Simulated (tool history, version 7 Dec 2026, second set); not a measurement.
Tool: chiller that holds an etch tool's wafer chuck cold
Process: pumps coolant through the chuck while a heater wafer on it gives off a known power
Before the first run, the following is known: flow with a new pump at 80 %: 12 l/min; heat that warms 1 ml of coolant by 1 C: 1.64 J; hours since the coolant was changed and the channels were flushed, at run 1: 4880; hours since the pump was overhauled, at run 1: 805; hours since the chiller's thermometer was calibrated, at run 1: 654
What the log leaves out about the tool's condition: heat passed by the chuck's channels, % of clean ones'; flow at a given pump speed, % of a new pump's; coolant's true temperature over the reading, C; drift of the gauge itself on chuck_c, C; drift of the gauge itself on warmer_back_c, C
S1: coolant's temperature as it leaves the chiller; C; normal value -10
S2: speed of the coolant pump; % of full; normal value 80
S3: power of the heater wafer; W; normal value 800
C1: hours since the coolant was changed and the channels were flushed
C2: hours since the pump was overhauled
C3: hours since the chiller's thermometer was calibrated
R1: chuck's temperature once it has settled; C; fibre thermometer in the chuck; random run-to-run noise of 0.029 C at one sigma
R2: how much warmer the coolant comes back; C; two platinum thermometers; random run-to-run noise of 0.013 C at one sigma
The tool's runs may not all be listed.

run,hour,S1,S2,S3,C1,C2,C3,R1,R2
1,0.0,-10,80,800,4880,805,654,-3.69,2.45
2,30.2,-10,80,800,4910,835,684,-3.67,2.45
3,59.0,-10,80,864,4939,864,713,-3.19,2.64
4,109.6,-10,80,864,4990,915,763,-3.12,2.62
5,135.5,-10,80,864,5015,941,789,-3.14,2.64
6,169.9,-10,80,800,5050,975,824,-3.64,2.45
# hour 210.9: coolant changed, channels flushed
7,230.7,-10,77,800,20,1030,878,-3.46,2.55
8,275.0,-10,77,800,64,1074,923,-3.37,2.56
9,316.5,-10,80,526,106,1116,964,-5.86,1.62
10,354.6,-10,80,566,144,1154,1002,-5.54,1.72
11,406.5,-10,76,566,196,1206,1054,-5.31,1.81
12,447.3,-10,80,800,236,1246,1095,-3.68,2.44
13,478.0,-10,94,800,267,1277,1126,-4.55,2.05
14,515.6,-10,94,800,305,1315,1163,-4.54,2.05
15,557.3,-10,80,800,346,1356,1205,-3.66,2.44
16,607.7,-10,97,800,397,1407,1255,-4.70,2.01
17,661.4,-10,97,800,450,1461,1309,-4.70,1.99
18,687.3,-10,64,800,476,1486,1335,-2.18,3.12
19,740.5,-10,64,800,530,1540,1388,-2.27,3.14
20,768.9,-10,64,800,558,1568,1417,-2.27,3.13
21,816.1,-17,64,738,605,1615,1464,-9.83,2.87
22,846.0,-5,86,669,635,1645,1494,-0.03,1.89
23,887.6,-14,64,503,677,1687,1535,-9.17,1.95
24,927.7,-10,92,999,717,1727,1575,-3.01,2.62
25,964.1,-20,80,598,753,1763,1612,-15.29,1.84
26,990.8,-20,80,598,780,1790,1638,-15.28,1.82
27,1017.3,-20,80,598,806,1816,1665,-15.30,1.83
28,1040.8,-20,61,1038,830,1840,1688,-9.42,4.26
29,1091.1,-20,74,1038,880,1890,1739,-11.17,3.44
30,1113.6,-9,72,443,903,1913,1761,-5.13,1.52
31,1151.3,-16,68,625,940,1950,1799,-10.24,2.27
32,1198.7,-6,67,625,988,1998,1846,-0.14,2.30
33,1244.2,-1,70,604,1033,2043,1892,4.43,2.14

Consider 3 possible next runs. They are alternatives, not a sequence: every one starts from the tool as it was left by run 33. What does each give?
A,1289.5,-17,80,800,1079,2089,1937,?,?
B,1289.5,-7,64,800,1079,2089,1937,?,?
C,1289.5,-6,94,800,1079,2089,1937,?,?

run,R1,R2
A,-10.69,2.45
B,0.78,3.09
C,-0.52,2.06
Take away the tool's hidden state, keep each run's random variation, and the runs would have read:
run,R1,R2
A,-10.69,2.45
B,0.78,3.09
C,-0.52,2.06
